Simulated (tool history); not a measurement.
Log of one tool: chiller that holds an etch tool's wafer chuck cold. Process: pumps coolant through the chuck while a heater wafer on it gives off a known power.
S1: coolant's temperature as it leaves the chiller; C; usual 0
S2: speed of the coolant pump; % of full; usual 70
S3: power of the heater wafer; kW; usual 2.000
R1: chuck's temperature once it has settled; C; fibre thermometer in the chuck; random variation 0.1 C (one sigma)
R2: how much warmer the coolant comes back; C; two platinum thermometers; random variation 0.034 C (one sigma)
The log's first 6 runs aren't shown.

Run 7, hour 550.5: usual settings but S1 -2 C. Result: R1 19.9 C, R2 5.85 C.
Run 8, hour 642.8: usual settings but S1 4 C. Result: R1 26.1 C, R2 5.92 C.
Run 9, hour 705.4: usual settings. Result: R1 22.2 C, R2 5.92 C.
Run 10, hour 808.5: usual settings. Result: R1 22.1 C, R2 5.93 C.
Run 11, hour 898.3: usual settings. Result: R1 22.2 C, R2 5.91 C.
Run 12, hour 966.8: usual settings. Result: R1 22.4 C, R2 5.94 C.
At hour 979.9: coolant pump overhauled.
Run 13, hour 1078.5: usual settings but S3 2.193 kW. Result: R1 25.0 C, R2 6.76 C.
Run 14, hour 1129.3: usual settings but S3 2.193 kW. Result: R1 25.2 C, R2 6.82 C.
Run 15, hour 1199.9: usual settings but S3 1.945 kW. Result: R1 22.1 C, R2 6.02 C.
Run 16, hour 1271.6: usual settings but S1 -2 C, S2 85 % of full, S3 2.157 kW. Result: R1 20.3 C, R2 5.54 C.
Run 17, hour 1364.2: usual settings but S1 -2 C, S2 69 % of full, S3 1.599 kW. Result: R1 16.3 C, R2 4.99 C.
At hour 1392.9: coolant pump overhauled, once more.
Run 18, hour 1462.0: usual settings but S2 91 % of full. Result: R1 19.0 C, R2 4.26 C.
Run 19, hour 1552.8: usual settings but S1 -5 C, S2 69 % of full, S3 2.113 kW. Result: R1 18.1 C, R2 5.93 C.
Run 20, hour 1613.1: usual settings but S1 9 C, S3 1.125 kW. Result: R1 21.2 C, R2 3.13 C.
Run 21, hour 1663.9: usual settings but S1 9 C, S3 2.274 kW. Result: R1 33.8 C, R2 6.34 C.
Run 22, hour 1786.7: usual settings but S1 9 C, S3 2.274 kW. Result: R1 33.8 C, R2 6.37 C.
At hour 1829.5: chiller's thermometer calibrated.
Run 23, hour 1887.4: usual settings but S1 9 C, S3 2.274 kW. Result: R1 34.1 C, R2 6.37 C.
Run 24, hour 1994.9: usual settings but S1 9 C, S3 1.803 kW. Result: R1 28.9 C, R2 5.09 C.
Run 25, hour 2118.7: usual settings but S2 66 % of full. Result: R1 22.9 C, R2 5.94 C.
Run 26, hour 2189.1: usual settings but S1 2 C, S2 66 % of full, S3 1.478 kW. Result: R1 19.2 C, R2 4.38 C.
Run 27, hour 2291.1: usual settings but S1 -9 C, S2 72 % of full, S3 2.782 kW. Result: R1 21.6 C, R2 7.67 C.
Run 28, hour 2349.9: usual settings but S1 -9 C, S2 72 % of full, S3 2.782 kW. Result: R1 21.4 C, R2 7.70 C.
Run 29, hour 2406.7: usual settings but S1 -2 C, S2 90 % of full. Result: R1 17.5 C, R2 4.37 C.
Run 30, hour 2476.1: usual settings but S1 -2 C, S2 90 % of full. Result: R1 17.6 C, R2 4.40 C.

5 ways to go on from here, each from the tool as it stands after run 30. What would each give?
Run A, hour 2543.9: usual settings but S1 -2 C, S2 80 % of full, S3 1.016 kW. Result: R1 ?, R2 ?.
Run B, hour 2543.9: usual settings but S1 7 C, S2 85 % of full, S3 2.452 kW. Result: R1 ?, R2 ?.
Run C, hour 2543.9: usual settings but S1 -5 C, S3 1.511 kW. Result: R1 ?, R2 ?.
Run D, hour 2543.9: usual settings but S1 -6 C, S2 98 % of full, S3 1.223 kW. Result: R1 ?, R2 ?.
Run E, hour 2543.9: usual settings but S1 -3 C, S3 1.928 kW. Result: R1 ?, R2 ?.

run    R1    R2
  A   8.7  2.54
  B  32.0  5.70
  C  12.0  4.28
  D   5.6  2.50
  E  18.6  5.45
Without the tool's hidden state the same runs would have given:
run    R1    R2
  A   8.1  2.49
  B  30.6  5.58
  C  11.0  4.19
  D   4.9  2.45
  E  17.5  5.33
